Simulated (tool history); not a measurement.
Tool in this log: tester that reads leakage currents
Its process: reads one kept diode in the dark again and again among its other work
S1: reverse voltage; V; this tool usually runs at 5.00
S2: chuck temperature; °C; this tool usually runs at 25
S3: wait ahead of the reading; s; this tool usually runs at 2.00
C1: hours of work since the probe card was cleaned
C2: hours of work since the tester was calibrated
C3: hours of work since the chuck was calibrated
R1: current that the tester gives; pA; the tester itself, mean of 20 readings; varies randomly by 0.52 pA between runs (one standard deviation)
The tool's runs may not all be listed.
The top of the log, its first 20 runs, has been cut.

Run 21, hour 1509.1: usual settings but S1 5.45 V; C1 756; C2 1626; C3 406. Result: R1 171.95 pA.
Run 22, hour 1585.8: usual settings but S1 5.45 V; C1 788; C2 1658; C3 438. Result: R1 171.11 pA.
Run 23, hour 1662.6: usual settings but S1 1.39 V, S3 6.64 s; C1 820; C2 1690; C3 470. Result: R1 106.76 pA.
Run 24, hour 1758.1: usual settings but S1 1.39 V, S3 6.64 s; C1 860; C2 1729; C3 509. Result: R1 106.91 pA.
Run 25, hour 1810.3: usual settings but S1 1.55 V, S3 0.31 s; C1 882; C2 1751; C3 531. Result: R1 110.69 pA.
Run 26, hour 1866.2: usual settings but S1 1.55 V, S3 0.31 s; C1 905; C2 1774; C3 554. Result: R1 110.94 pA.
Run 27, hour 1914.3: usual settings but S1 4.69 V, S2 43 °C, S3 8.89 s; C1 925; C2 1794; C3 574. Result: R1 674.64 pA.
Run 28, hour 1971.2: usual settings but S2 51 °C; C1 948; C2 1818; C3 598. Result: R1 1247.31 pA.
Run 29, hour 2072.6: usual settings but S3 1.31 s; C1 990; C2 1860; C3 640. Result: R1 163.03 pA.
Run 30, hour 2152.9: usual settings but S1 17.14 V, S2 22 °C, S3 0.62 s; C1 1024; C2 1894; C3 674. Result: R1 202.20 pA.
Run 31, hour 2214.3: usual settings but S1 4.17 V, S2 23 °C, S3 8.85 s; C1 1049; C2 1919; C3 699. Result: R1 127.90 pA.
Run 32, hour 2308.0: usual settings but S1 4.07 V, S3 2.26 s; C1 1088; C2 1958; C3 738. Result: R1 149.93 pA.
Run 33, hour 2415.2: usual settings but S1 4.07 V, S3 2.26 s; C1 1133; C2 2003; C3 783. Result: R1 149.66 pA.
Run 34, hour 2495.7: usual settings but S3 0.76 s; C1 1166; C2 2036; C3 816. Result: R1 161.27 pA.
Run 35, hour 2547.5: usual settings but S1 14.31 V, S2 33 °C, S3 2.90 s; C1 1188; C2 2058; C3 838. Result: R1 442.96 pA.
Run 36, hour 2650.3: usual settings but S1 14.31 V, S2 33 °C, S3 2.90 s; C1 1231; C2 2100; C3 880. Result: R1 439.92 pA.
Run 37, hour 2730.6: usual settings but S1 14.31 V, S2 33 °C, S3 2.90 s; C1 1264; C2 2134; C3 914. Result: R1 439.53 pA.
Run 38, hour 2832.8: usual settings but S1 14.31 V, S2 33 °C, S3 2.90 s; C1 1306; C2 2176; C3 956. Result: R1 436.99 pA.
Run 39, hour 2907.2: usual settings but S1 1.60 V, S2 52 °C, S3 0.39 s; C1 1337; C2 2207; C3 987. Result: R1 883.62 pA.
Run 40, hour 2966.0: usual settings but S2 28 °C, S3 2.06 s; C1 1362; C2 2231; C3 1011. Result: R1 201.53 pA.
Run 41, hour 3074.5: usual settings but S1 2.71 V, S2 57 °C; C1 1407; C2 2276; C3 1057. Result: R1 1484.75 pA.

Branching from run 41: 3 alternative next runs. What would each branch give?
Run A, hour 3167.9: usual settings but S1 4.21 V, S2 49 °C, S3 1.13 s; C1 1446; C2 2315; C3 1095. Result: R1 ?.
Run B, hour 3167.9: usual settings but S1 17.23 V, S2 46 °C, S3 2.58 s; C1 1446; C2 2315; C3 1095. Result: R1 ?.
Run C, hour 3167.9: usual settings but S1 1.06 V, S2 37 °C, S3 0.79 s; C1 1446; C2 2315; C3 1095. Result: R1 ?.

run       R1
  A   969.19
  B  1240.04
  C   243.61
With no hidden state in the tool, these same runs would have given:
run       R1
  A  1088.87
  B  1383.18
  C   276.19
